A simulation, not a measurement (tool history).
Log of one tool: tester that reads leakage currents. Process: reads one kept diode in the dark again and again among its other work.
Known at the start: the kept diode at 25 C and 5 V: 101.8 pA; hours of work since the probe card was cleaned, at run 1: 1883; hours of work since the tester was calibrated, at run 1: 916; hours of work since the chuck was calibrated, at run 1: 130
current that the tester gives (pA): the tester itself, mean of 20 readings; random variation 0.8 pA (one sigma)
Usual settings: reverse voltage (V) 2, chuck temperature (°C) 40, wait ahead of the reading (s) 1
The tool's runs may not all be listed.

run     day  reverse voltage (V)  chuck temperature (°C)  wait ahead of the reading (s)  hours of work since the probe card was cleaned  hours of work since the tester was calibrated  hours of work since the chuck was calibrated  current that the tester gives (pA)
  1       0                    2                      40                              1                                            1883                                            916                                           130                               274.6
  2   2.067                    2                      40                              1                                            1909                                            943                                           157                              274.62
  3   4.717                    2                      40                              1                                            1943                                            977                                           191                              276.31
  4   7.025                    2                      40                              1                                            1973                                           1007                                           220                              276.61
  5   8.788                    2                      40                            0.4                                            1995                                           1029                                           243                              277.53
  6  10.579                    2                      33                              1                                            2018                                           1052                                           266                              154.42
  7  12.158                 14.5                      33                              1                                            2039                                           1072                                           286                              365.87
  8  14.225                 14.5                      33                              1                                            2065                                           1099                                           313                              369.35
  9   16.65                 14.5                      33                              1                                            2096                                           1130                                           344                              369.65
 10  18.779                    2                      40                              1                                            2124                                           1158                                           371                              281.33
 11  20.988                    2                      40                              1                                            2152                                           1186                                           400                              284.39
 12  22.971                    2                      40                              1                                            2178                                           1211                                           425                              283.49
 13  25.929                  9.2                      40                              1                                            2216                                           1249                                           463                              541.06
 14  28.912                  9.2                      40                              1                                            2254                                           1288                                           501                              548.52
 15  31.971                  9.2                      40                              1                                            2293                                           1327                                           541                               547.6
 16    34.1                  9.2                      40                              1                                            2320                                           1354                                           568                              547.92
 17  37.029                    2                      44                              1                                            2358                                           1392                                           606                               404.9
 18  39.442                 13.4                      40                              1                                            2389                                           1423                                           636                              652.07
     40.608  -- probe card cleaned and baked
 19  42.112                    2                      40                              1                                              19                                           1455                                           669                              289.41
 20    44.9                    2                      40                              1                                              55                                           1491                                           705                               289.3
 21  46.796                    2                      40                              1                                              79                                           1516                                           729                               293.3
 22  48.112                    2                      40                              1                                              96                                           1533                                           746                              292.25
 23  49.758                    2                      40                              1                                             117                                           1554                                           767                              291.67
 24  52.396                    2                      57                              1                                             151                                           1588                                           801                             1132.31
 25  55.158                    2                      57                              1                                             187                                           1623                                           837                              1131.2
 26  56.804                    2                      54                           2.44                                             208                                           1644                                           858                              914.59
 27  58.554                 5.29                      47                              1                                             230                                           1667                                           880                              784.31
 28  60.608                 1.65                      47                           1.27                                             257                                           1693                                           907                              487.78
     60.921  -- tester calibrated
 29  63.267                10.75                      40                              1                                             290                                             30                                           940                              594.01
 30  65.962                 7.37                      31                           7.46                                             325                                             65                                           974                              236.46
 31  68.325                 7.37                      46                           1.13                                             355                                             95                                          1005                              840.61
 32  70.271                 7.37                      46                           1.13                                             380                                            120                                          1030                              842.97
 33  72.967                 4.94                      30                           0.62                                             414                                            155                                          1064                              187.66
     73.954  -- tester calibrated, once more
 34  75.588                 6.76                      28                           4.21                                             447                                             21                                          1097                              177.14
 35  78.671                11.79                      40                           0.55                                             487                                             61                                          1136                              633.35
 36  80.246                 4.18                      40                           0.55                                             507                                             81                                          1157                              412.91
 37  82.358                    2                      40                           3.47                                             534                                            108                                          1184                              307.11
 38  83.779                 9.04                      22                           3.59                                             552                                            126                                          1202                              119.61
 39  85.396                    2                      35                           1.21                                             573                                            147                                          1223                              202.83

5 ways to go on from here, each from the tool as it stands after run 39. What would each give?
  A  86.696                    2                      40                           1.57                                             590                                            164                                          1240                                   ?
  B  86.696                 3.16                      28                              1                                             590                                            164                                          1240                                   ?
  C  86.696                    2                      36                           1.21                                             590                                            164                                          1240                                   ?
  D  86.696                  3.4                      40                            0.5                                             590                                            164                                          1240                                   ?
  E  86.696                15.32                      56                           3.89                                             590                                            164                                          1240                                   ?

run  current that the tester gives (pA)
  A                              307.92
  B                               132.8
  C                              218.81
  D                              384.57
  E                             2526.35
Without the tool's hidden state the same runs would have given:
run  current that the tester gives (pA)
  A                              264.61
  B                              111.73
  C                              187.04
  D                              330.12
  E                             2201.75
